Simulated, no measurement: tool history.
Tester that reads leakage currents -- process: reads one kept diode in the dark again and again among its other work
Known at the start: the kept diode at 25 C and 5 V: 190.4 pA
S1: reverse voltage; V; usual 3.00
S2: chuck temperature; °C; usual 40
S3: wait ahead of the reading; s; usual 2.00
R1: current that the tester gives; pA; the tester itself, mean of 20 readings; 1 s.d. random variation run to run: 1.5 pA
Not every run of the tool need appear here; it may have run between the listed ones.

| run | hour | S1 | S2 | S3 | R1 |
|---|---|---|---|---|---|
| 1 | 0.0 | 3.00 | 40 | 2.00 | 508.87 |
| 2 | 101.7 | 3.00 | 40 | 2.00 | 503.82 |
| 3 | 254.8 | 3.00 | 40 | 2.00 | 495.02 |
| 4 | 322.0 | 3.00 | 40 | 2.00 | 489.29 |
| 5 | 468.7 | 3.00 | 21 | 2.00 | 97.72 |
| 6 | 584.7 | 3.00 | 40 | 2.00 | 477.40 |
| 7 | 649.1 | 3.00 | 40 | 2.00 | 473.14 |
| 8 | 766.2 | 3.31 | 40 | 2.00 | 493.78 |
| 9 | 878.8 | 3.00 | 21 | 2.00 | 94.20 |
| 10 | 956.3 | 3.00 | 21 | 2.00 | 106.16 |
| 11 | 1026.6 | 3.00 | 40 | 2.00 | 514.05 |
| 12 | 1092.3 | 2.77 | 40 | 2.00 | 488.27 |
| 13 | 1246.4 | 2.77 | 40 | 2.00 | 477.09 |
| 14 | 1314.4 | 3.00 | 40 | 0.36 | 499.71 |
| 15 | 1461.4 | 3.00 | 40 | 0.35 | 489.48 |
| 16 | 1615.9 | 3.00 | 40 | 0.35 | 479.09 |
| 17 | 1736.7 | 3.00 | 40 | 2.00 | 474.18 |
| 18 | 1871.9 | 3.00 | 40 | 2.00 | 516.02 |
| 19 | 2022.4 | 3.00 | 40 | 2.00 | 511.09 |
| 20 | 2147.3 | 3.00 | 44 | 2.00 | 686.98 |
| 21 | 2213.7 | 1.43 | 44 | 0.60 | 465.79 |
| 22 | 2306.9 | 4.11 | 27 | 7.21 | 202.73 |
| 23 | 2455.7 | 4.11 | 27 | 7.21 | 200.98 |
| 24 | 2566.7 | 5.40 | 58 | 2.00 | 2500.98 |
| 25 | 2703.2 | 4.43 | 40 | 0.39 | 574.97 |
| 26 | 2840.7 | 1.22 | 40 | 6.13 | 318.60 |
| 27 | 2959.9 | 1.91 | 23 | 2.29 | 95.52 |
| 28 | 3072.2 | 3.00 | 40 | 4.40 | 492.52 |
| 29 | 3193.9 | 2.15 | 40 | 1.05 | 411.51 |
| 30 | 3293.0 | 1.39 | 32 | 1.05 | 169.06 |
| 31 | 3412.9 | 1.39 | 32 | 1.05 | 167.53 |
| 32 | 3528.7 | 1.39 | 58 | 0.39 | 1236.66 |
| 33 | 3630.9 | 1.39 | 58 | 0.39 | 1222.37 |
| 34 | 3718.3 | 3.44 | 40 | 0.77 | 556.29 |
| 35 | 3786.5 | 3.44 | 40 | 0.77 | 550.07 |
| 36 | 3902.2 | 4.87 | 33 | 2.00 | 371.20 |
| 37 | 3972.5 | 8.67 | 22 | 2.00 | 199.43 |
| 38 | 4074.2 | 2.14 | 40 | 2.20 | 420.04 |
| 39 | 4182.4 | 2.14 | 40 | 2.20 | 412.40 |

Not shown here: 5 entries made in the log between runs. Locate each between two listed runs and compare the hidden state at the listed run before it with the hidden state at the listed run after it:
Run 9 -> run 10: chuck's temperature calibrated (hour 907.9)
  stray current of the dirty probe card, pA a volt: 0.907 -> 0.973; current scale over the true one, %: 0.39 -> 0.41; true chuck temperature over the reading, C: -1.4 -> -0.04
  measured result minus the result with no hidden state, R1: -9.24 -> +2.88 pA
Run 17 -> run 18: chuck's temperature calibrated (hour 1819.6)
  stray current of the dirty probe card, pA a volt: 1.661 -> 1.772; current scale over the true one, %: 0.52 -> 0.54; true chuck temperature over the reading, C: -1.17 -> -0.07
  measured result minus the result with no hidden state, R1: -38.26 -> +5.32 pA
Run 24 -> run 25: probe card cleaned and baked (hour 2592.0)
  stray current of the dirty probe card, pA a volt: 2.412 -> 0.123; current scale over the true one, %: 0.63 -> 0.65; true chuck temperature over the reading, C: -0.99 -> -1.19
  measured result minus the result with no hidden state, R1: -151.48 -> -52.19 pA
Run 25 -> run 26: chuck's temperature calibrated (hour 2733.6)
  stray current of the dirty probe card, pA a volt: 0.123 -> 0.234; current scale over the true one, %: 0.65 -> 0.67; true chuck temperature over the reading, C: -1.19 -> -0.26
  measured result minus the result with no hidden state, R1: -52.19 -> -4.21 pA
Run 33 -> run 34: chuck's temperature calibrated (hour 3645.2)
  stray current of the dirty probe card, pA a volt: 0.913 -> 0.989; current scale over the true one, %: 0.78 -> 0.79; true chuck temperature over the reading, C: -1.43 -> -0.07
  measured result minus the result with no hidden state, R1: -119.69 -> +4.88 pA
